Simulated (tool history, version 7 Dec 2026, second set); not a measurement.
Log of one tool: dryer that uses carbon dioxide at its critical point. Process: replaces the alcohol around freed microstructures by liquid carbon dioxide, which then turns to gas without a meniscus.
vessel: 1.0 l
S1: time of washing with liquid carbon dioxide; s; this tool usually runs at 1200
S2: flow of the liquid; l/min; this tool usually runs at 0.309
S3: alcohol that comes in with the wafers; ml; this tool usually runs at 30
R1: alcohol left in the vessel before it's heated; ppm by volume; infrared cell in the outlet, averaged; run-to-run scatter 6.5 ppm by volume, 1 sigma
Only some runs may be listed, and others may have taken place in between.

run,day,S1,S2,S3,R1
1,0.000,1200,0.309,30,399
2,0.612,1200,0.309,30,404
3,1.112,1200,0.309,30,406
4,1.796,1200,0.309,30,404
5,2.379,1200,0.309,30,417
6,3.275,1200,0.309,30,431
# day 3.621: inlet filter changed
7,4.004,1200,0.309,100,961
8,4.696,1200,0.309,100,962
9,5.429,1200,0.309,100,974
10,6.167,1200,0.296,30,365
11,6.921,1200,0.296,30,366
12,7.521,1200,0.296,30,378
13,8.379,1200,0.309,30,330
14,8.854,1200,0.309,83,846
15,9.446,1200,0.309,30,333
16,10.083,1200,0.309,30,341
17,10.983,1200,0.309,30,332
18,11.704,1200,0.309,30,325
19,12.554,1200,0.309,30,351
20,13.354,1200,0.309,30,351
21,13.996,1200,0.309,30,347
22,14.554,1020,0.346,110,1593
23,14.967,780,0.401,46,1098
24,15.704,780,0.401,46,1116
25,16.496,900,0.310,46,1669
26,17.125,1200,0.254,30,774
27,17.875,1260,0.186,30,1845
28,18.379,1920,0.296,93,132
29,19.062,720,0.296,25,1997
30,19.675,720,0.296,25,2143
31,20.504,1200,0.246,88,2793
32,21.075,1740,0.514,21,19
33,21.492,1200,0.206,54,2909
34,22.162,1320,0.206,67,2892
35,22.775,1200,0.283,30,623
36,23.367,840,0.295,30,1714
37,24.017,720,0.504,34,553
38,24.492,1560,0.465,43,35
39,24.942,900,0.190,43,5945
40,25.567,900,0.190,43,6099

Predict each of these 3 candidate next runs independently; none follows another, all start after run 40:
# day 25.912: inlet filter changed
A,26.425,900,0.379,26,?
# day 25.912: inlet filter changed
B,26.425,1140,0.309,30,?
# day 25.912: inlet filter changed
C,26.425,900,0.192,43,?

run,R1
A,380
B,374
C,4713
With the hidden condition removed and each run's random variation left untouched, the same runs would have given:
run,R1
A,357
B,351
C,4654

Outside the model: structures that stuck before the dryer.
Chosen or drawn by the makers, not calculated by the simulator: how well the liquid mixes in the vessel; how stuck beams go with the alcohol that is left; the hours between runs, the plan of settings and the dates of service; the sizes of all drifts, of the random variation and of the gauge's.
